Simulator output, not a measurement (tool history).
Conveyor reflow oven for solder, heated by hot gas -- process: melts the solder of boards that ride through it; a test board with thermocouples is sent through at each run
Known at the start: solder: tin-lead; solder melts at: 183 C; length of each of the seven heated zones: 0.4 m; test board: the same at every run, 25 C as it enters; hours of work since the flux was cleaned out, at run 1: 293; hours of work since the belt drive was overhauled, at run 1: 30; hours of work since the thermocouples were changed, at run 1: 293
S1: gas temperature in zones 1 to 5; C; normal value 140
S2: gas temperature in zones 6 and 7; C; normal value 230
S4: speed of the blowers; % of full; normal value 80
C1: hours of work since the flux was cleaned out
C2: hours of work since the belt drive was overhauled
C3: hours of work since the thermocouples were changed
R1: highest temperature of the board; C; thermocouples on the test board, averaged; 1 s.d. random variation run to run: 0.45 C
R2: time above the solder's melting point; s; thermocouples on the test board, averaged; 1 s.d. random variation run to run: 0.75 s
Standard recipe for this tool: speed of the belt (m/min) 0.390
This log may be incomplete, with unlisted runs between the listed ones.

run 1 day=0.000 | S1=140 S2=230 speed_of_the_belt_(m/min)=0.390 S4=80 | C1=293 C2=30 C3=293 | R1=212.4 R2=87.1
run 2 day=2.942 | S1=140 S2=230 speed_of_the_belt_(m/min)=0.390 S4=80 | C1=338 C2=75 C3=338 | R1=212.5 R2=86.7
-- day=5.175 flux residue cleaned out of gas plates and filters
run 3 day=5.375 | S1=140 S2=230 speed_of_the_belt_(m/min)=0.390 S4=80 | C1=3 C2=109 C3=372 | R1=215.3 R2=91.7
run 4 day=7.504 | S1=140 S2=230 speed_of_the_belt_(m/min)=0.390 S4=80 | C1=36 C2=142 C3=405 | R1=215.4 R2=90.6
run 5 day=10.442 | S1=140 S2=229 speed_of_the_belt_(m/min)=0.390 S4=80 | C1=80 C2=187 C3=450 | R1=213.9 R2=89.2
run 6 day=12.092 | S1=140 S2=229 speed_of_the_belt_(m/min)=0.390 S4=80 | C1=106 C2=212 C3=475 | R1=213.9 R2=89.2
run 7 day=14.338 | S1=140 S2=233 speed_of_the_belt_(m/min)=0.390 S4=80 | C1=140 C2=246 C3=509 | R1=216.4 R2=91.6
run 8 day=17.238 | S1=140 S2=233 speed_of_the_belt_(m/min)=0.390 S4=80 | C1=184 C2=290 C3=553 | R1=216.1 R2=92.4
run 9 day=19.529 | S1=144 S2=233 speed_of_the_belt_(m/min)=0.390 S4=80 | C1=219 C2=325 C3=588 | R1=215.9 R2=94.5
run 10 day=21.054 | S1=144 S2=233 speed_of_the_belt_(m/min)=0.390 S4=80 | C1=243 C2=349 C3=612 | R1=216.6 R2=96.2
run 11 day=22.838 | S1=144 S2=233 speed_of_the_belt_(m/min)=0.390 S4=80 | C1=270 C2=376 C3=639 | R1=215.7 R2=93.3
run 12 day=25.592 | S1=137 S2=230 speed_of_the_belt_(m/min)=0.390 S4=80 | C1=312 C2=418 C3=681 | R1=211.9 R2=84.1
run 13 day=29.046 | S1=137 S2=230 speed_of_the_belt_(m/min)=0.390 S4=80 | C1=365 C2=471 C3=734 | R1=211.1 R2=84.1
-- day=29.571 flux residue cleaned out of gas plates and filters
run 14 day=31.525 | S1=137 S2=230 speed_of_the_belt_(m/min)=0.390 S4=80 | C1=30 C2=506 C3=768 | R1=214.1 R2=87.9
run 15 day=34.846 | S1=151 S2=225 speed_of_the_belt_(m/min)=0.390 S4=80 | C1=81 C2=556 C3=819 | R1=211.0 R2=94.5
run 16 day=36.938 | S1=151 S2=225 speed_of_the_belt_(m/min)=0.390 S4=80 | C1=113 C2=588 C3=851 | R1=211.7 R2=94.7
run 17 day=38.775 | S1=151 S2=229 speed_of_the_belt_(m/min)=0.390 S4=61 | C1=141 C2=616 C3=879 | R1=212.1 R2=93.1
run 18 day=40.258 | S1=151 S2=229 speed_of_the_belt_(m/min)=0.390 S4=61 | C1=163 C2=639 C3=902 | R1=211.9 R2=92.3
-- day=41.838 thermocouples of zones 6 and 7 changed
run 19 day=42.308 | S1=140 S2=230 speed_of_the_belt_(m/min)=0.445 S4=80 | C1=193 C2=669 C3=7 | R1=210.1 R2=73.8
run 20 day=43.992 | S1=140 S2=230 speed_of_the_belt_(m/min)=0.393 S4=55 | C1=219 C2=695 C3=33 | R1=208.9 R2=80.5
run 21 day=46.567 | S1=133 S2=230 speed_of_the_belt_(m/min)=0.458 S4=55 | C1=258 C2=734 C3=72 | R1=201.2 R2=50.4
run 22 day=49.142 | S1=139 S2=230 speed_of_the_belt_(m/min)=0.390 S4=80 | C1=298 C2=774 C3=112 | R1=212.7 R2=88.2
run 23 day=52.033 | S1=139 S2=230 speed_of_the_belt_(m/min)=0.390 S4=80 | C1=342 C2=818 C3=156 | R1=213.2 R2=87.5
-- day=54.117 flux residue cleaned out of gas plates and filters
run 24 day=55.300 | S1=153 S2=239 speed_of_the_belt_(m/min)=0.371 S4=61 | C1=18 C2=864 C3=202 | R1=223.9 R2=115.8
run 25 day=57.550 | S1=140 S2=240 speed_of_the_belt_(m/min)=0.407 S4=61 | C1=52 C2=899 C3=237 | R1=218.1 R2=91.9
run 26 day=59.146 | S1=140 S2=240 speed_of_the_belt_(m/min)=0.407 S4=61 | C1=77 C2=923 C3=261 | R1=218.0 R2=90.4

4 options for the next run, each taken on its own from the tool as it stands now. Forecast them:
run A day=62.217 | S1=140 S2=230 speed_of_the_belt_(m/min)=0.390 S4=73 | C1=124 C2=970 C3=308 | R1=? R2=?
run B day=62.217 | S1=128 S2=226 speed_of_the_belt_(m/min)=0.390 S4=80 | C1=124 C2=970 C3=308 | R1=? R2=?
run C day=62.217 | S1=140 S2=230 speed_of_the_belt_(m/min)=0.464 S4=83 | C1=124 C2=970 C3=308 | R1=? R2=?
run D day=62.217 | S1=129 S2=219 speed_of_the_belt_(m/min)=0.336 S4=61 | C1=124 C2=970 C3=308 | R1=? R2=?

run=A R1=213.7 R2=90.3
run=B R1=208.4 R2=77.2
run=C R1=209.5 R2=69.3
run=D R1=203.5 R2=81.2
Stripped of hidden state, with their random variation kept, the same runs would have yielded:
run=A R1=215.5 R2=91.5
run=B R1=210.3 R2=79.2
run=C R1=211.4 R2=71.0
run=D R1=205.1 R2=83.6
